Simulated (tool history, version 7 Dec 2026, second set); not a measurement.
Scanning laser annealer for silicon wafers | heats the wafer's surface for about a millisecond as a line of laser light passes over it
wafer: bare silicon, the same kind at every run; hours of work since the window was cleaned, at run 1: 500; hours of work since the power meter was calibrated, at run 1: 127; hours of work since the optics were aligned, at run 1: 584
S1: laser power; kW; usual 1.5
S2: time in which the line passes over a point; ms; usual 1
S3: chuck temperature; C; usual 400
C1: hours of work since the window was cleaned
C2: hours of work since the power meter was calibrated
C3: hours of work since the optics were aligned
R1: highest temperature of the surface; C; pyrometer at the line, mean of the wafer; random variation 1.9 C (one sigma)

run 1 hour=0 | S1=1.5 S2=1 S3=400 | C1=500 C2=127 C3=584 | R1=1176
run 2 hour=6.5 | S1=1.5 S2=1 S3=400 | C1=504 C2=130 C3=587 | R1=1173
run 3 hour=15.4 | S1=1.5 S2=1 S3=400 | C1=508 C2=135 C3=592 | R1=1175
run 4 hour=25.8 | S1=1.5 S2=1 S3=400 | C1=514 C2=141 C3=598 | R1=1172
run 5 hour=33.7 | S1=1.5 S2=1 S3=400 | C1=518 C2=145 C3=602 | R1=1175
run 6 hour=38.4 | S1=1.5 S2=1 S3=400 | C1=521 C2=148 C3=605 | R1=1173
run 7 hour=44.2 | S1=1.643 S2=1 S3=400 | C1=524 C2=151 C3=608 | R1=1242
run 8 hour=53.4 | S1=1.5 S2=1.02 S3=400 | C1=529 C2=156 C3=613 | R1=1179
run 9 hour=61 | S1=1.5 S2=0.76 S3=400 | C1=533 C2=160 C3=617 | R1=1086
run 10 hour=66.3 | S1=1.5 S2=0.78 S3=400 | C1=536 C2=163 C3=620 | R1=1092
run 11 hour=76.4 | S1=1.5 S2=1 S3=395 | C1=542 C2=168 C3=625 | R1=1169
run 12 hour=84.3 | S1=1.407 S2=1 S3=400 | C1=546 C2=173 C3=630 | R1=1128
run 13 hour=89.7 | S1=1.407 S2=1 S3=400 | C1=549 C2=175 C3=633 | R1=1131
run 14 hour=96.2 | S1=1.407 S2=1 S3=400 | C1=552 C2=179 C3=636 | R1=1130
run 15 hour=105.7 | S1=1.407 S2=1 S3=400 | C1=557 C2=184 C3=641 | R1=1128
run 16 hour=111.1 | S1=1.407 S2=1 S3=400 | C1=560 C2=187 C3=644 | R1=1130

Forecast run 17:
run 17 hour=119.4 | S1=1.407 S2=1 S3=400 | C1=565 C2=192 C3=649 | R1=?

R1: 1131 C
Without the tool's hidden state the same run would have given R1 1148 C.
